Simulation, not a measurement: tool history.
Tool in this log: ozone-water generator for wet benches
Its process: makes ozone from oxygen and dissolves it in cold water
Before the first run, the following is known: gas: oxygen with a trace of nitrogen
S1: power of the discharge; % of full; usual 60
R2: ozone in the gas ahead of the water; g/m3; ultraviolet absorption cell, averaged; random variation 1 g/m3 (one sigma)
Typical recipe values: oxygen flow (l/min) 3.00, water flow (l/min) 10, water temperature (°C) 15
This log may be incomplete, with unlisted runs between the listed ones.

run 1 day=0.000 | S1=60 oxygen_flow_(l/min)=3.00 water_flow_(l/min)=10 water_temperature_(°C)=15 | dissolved_ozone_(ppm)=23.0 R2=174.7
run 2 day=4.538 | S1=60 oxygen_flow_(l/min)=5.05 water_flow_(l/min)=10 water_temperature_(°C)=15 | dissolved_ozone_(ppm)=22.0 R2=129.4
run 3 day=7.908 | S1=60 oxygen_flow_(l/min)=5.05 water_flow_(l/min)=10 water_temperature_(°C)=15 | dissolved_ozone_(ppm)=22.0 R2=130.0
run 4 day=12.938 | S1=60 oxygen_flow_(l/min)=5.05 water_flow_(l/min)=10 water_temperature_(°C)=15 | dissolved_ozone_(ppm)=21.8 R2=129.0
run 5 day=19.192 | S1=55 oxygen_flow_(l/min)=3.00 water_flow_(l/min)=10 water_temperature_(°C)=15 | dissolved_ozone_(ppm)=21.9 R2=163.4
run 6 day=23.700 | S1=55 oxygen_flow_(l/min)=3.00 water_flow_(l/min)=10 water_temperature_(°C)=15 | dissolved_ozone_(ppm)=21.4 R2=162.6
run 7 day=27.692 | S1=55 oxygen_flow_(l/min)=3.00 water_flow_(l/min)=10 water_temperature_(°C)=15 | dissolved_ozone_(ppm)=21.6 R2=164.0
run 8 day=32.258 | S1=55 oxygen_flow_(l/min)=3.00 water_flow_(l/min)=10 water_temperature_(°C)=15 | dissolved_ozone_(ppm)=21.7 R2=162.0
run 9 day=36.112 | S1=55 oxygen_flow_(l/min)=3.00 water_flow_(l/min)=15 water_temperature_(°C)=15 | dissolved_ozone_(ppm)=14.9 R2=161.4
run 10 day=42.404 | S1=60 oxygen_flow_(l/min)=3.00 water_flow_(l/min)=8 water_temperature_(°C)=15 | dissolved_ozone_(ppm)=27.1 R2=174.3
run 11 day=47.829 | S1=60 oxygen_flow_(l/min)=3.65 water_flow_(l/min)=10 water_temperature_(°C)=15 | dissolved_ozone_(ppm)=22.5 R2=154.4
run 12 day=54.175 | S1=60 oxygen_flow_(l/min)=3.00 water_flow_(l/min)=10 water_temperature_(°C)=15 | dissolved_ozone_(ppm)=22.7 R2=171.7
run 13 day=59.338 | S1=60 oxygen_flow_(l/min)=3.00 water_flow_(l/min)=10 water_temperature_(°C)=15 | dissolved_ozone_(ppm)=22.6 R2=171.4
run 14 day=62.379 | S1=60 oxygen_flow_(l/min)=3.00 water_flow_(l/min)=10 water_temperature_(°C)=15 | dissolved_ozone_(ppm)=22.4 R2=172.9
run 15 day=66.662 | S1=60 oxygen_flow_(l/min)=1.78 water_flow_(l/min)=10 water_temperature_(°C)=21 | dissolved_ozone_(ppm)=21.1 R2=230.3
run 16 day=71.504 | S1=60 oxygen_flow_(l/min)=1.78 water_flow_(l/min)=11 water_temperature_(°C)=21 | dissolved_ozone_(ppm)=18.8 R2=231.5
run 17 day=75.458 | S1=60 oxygen_flow_(l/min)=3.00 water_flow_(l/min)=11 water_temperature_(°C)=16 | dissolved_ozone_(ppm)=20.5 R2=170.4
-- day=76.325 water thermometer calibrated
run 18 day=80.379 | S1=69 oxygen_flow_(l/min)=3.00 water_flow_(l/min)=10 water_temperature_(°C)=8 | dissolved_ozone_(ppm)=27.7 R2=190.2
run 19 day=86.275 | S1=69 oxygen_flow_(l/min)=3.00 water_flow_(l/min)=10 water_temperature_(°C)=8 | dissolved_ozone_(ppm)=27.6 R2=190.0
run 20 day=90.038 | S1=69 oxygen_flow_(l/min)=3.00 water_flow_(l/min)=10 water_temperature_(°C)=8 | dissolved_ozone_(ppm)=27.2 R2=192.0
run 21 day=93.225 | S1=89 oxygen_flow_(l/min)=3.00 water_flow_(l/min)=7 water_temperature_(°C)=15 | dissolved_ozone_(ppm)=39.8 R2=229.7
run 22 day=98.600 | S1=60 oxygen_flow_(l/min)=3.00 water_flow_(l/min)=10 water_temperature_(°C)=7 | dissolved_ozone_(ppm)=25.1 R2=170.4
run 23 day=104.796 | S1=60 oxygen_flow_(l/min)=3.00 water_flow_(l/min)=10 water_temperature_(°C)=10 | dissolved_ozone_(ppm)=23.9 R2=169.8
run 24 day=110.050 | S1=45 oxygen_flow_(l/min)=3.00 water_flow_(l/min)=10 water_temperature_(°C)=15 | dissolved_ozone_(ppm)=18.1 R2=137.6
run 25 day=113.183 | S1=45 oxygen_flow_(l/min)=3.00 water_flow_(l/min)=10 water_temperature_(°C)=15 | dissolved_ozone_(ppm)=18.0 R2=137.2

Forecast each of these 5 alternatives for the next run:
run A day=116.079 | S1=50 oxygen_flow_(l/min)=3.00 water_flow_(l/min)=10 water_temperature_(°C)=21 | dissolved_ozone_(ppm)=? R2=?
run B day=116.079 | S1=45 oxygen_flow_(l/min)=3.00 water_flow_(l/min)=9 water_temperature_(°C)=15 | dissolved_ozone_(ppm)=? R2=?
run C day=116.079 | S1=60 oxygen_flow_(l/min)=1.78 water_flow_(l/min)=10 water_temperature_(°C)=15 | dissolved_ozone_(ppm)=? R2=?
run D day=116.079 | S1=51 oxygen_flow_(l/min)=3.00 water_flow_(l/min)=15 water_temperature_(°C)=15 | dissolved_ozone_(ppm)=? R2=?
run E day=116.079 | S1=71 oxygen_flow_(l/min)=2.72 water_flow_(l/min)=12 water_temperature_(°C)=15 | dissolved_ozone_(ppm)=? R2=?

run=A dissolved_ozone_(ppm)=17.6 R2=148.9
run=B dissolved_ozone_(ppm)=19.5 R2=136.3
run=C dissolved_ozone_(ppm)=21.9 R2=228.6
run=D dissolved_ozone_(ppm)=13.4 R2=151.0
run=E dissolved_ozone_(ppm)=21.2 R2=202.4
Without the tool's hidden state the same runs would have given:
run=A dissolved_ozone_(ppm)=18.8 R2=154.5
run=B dissolved_ozone_(ppm)=20.6 R2=141.0
run=C dissolved_ozone_(ppm)=23.4 R2=239.0
run=D dissolved_ozone_(ppm)=14.4 R2=156.8
run=E dissolved_ozone_(ppm)=23.0 R2=212.9
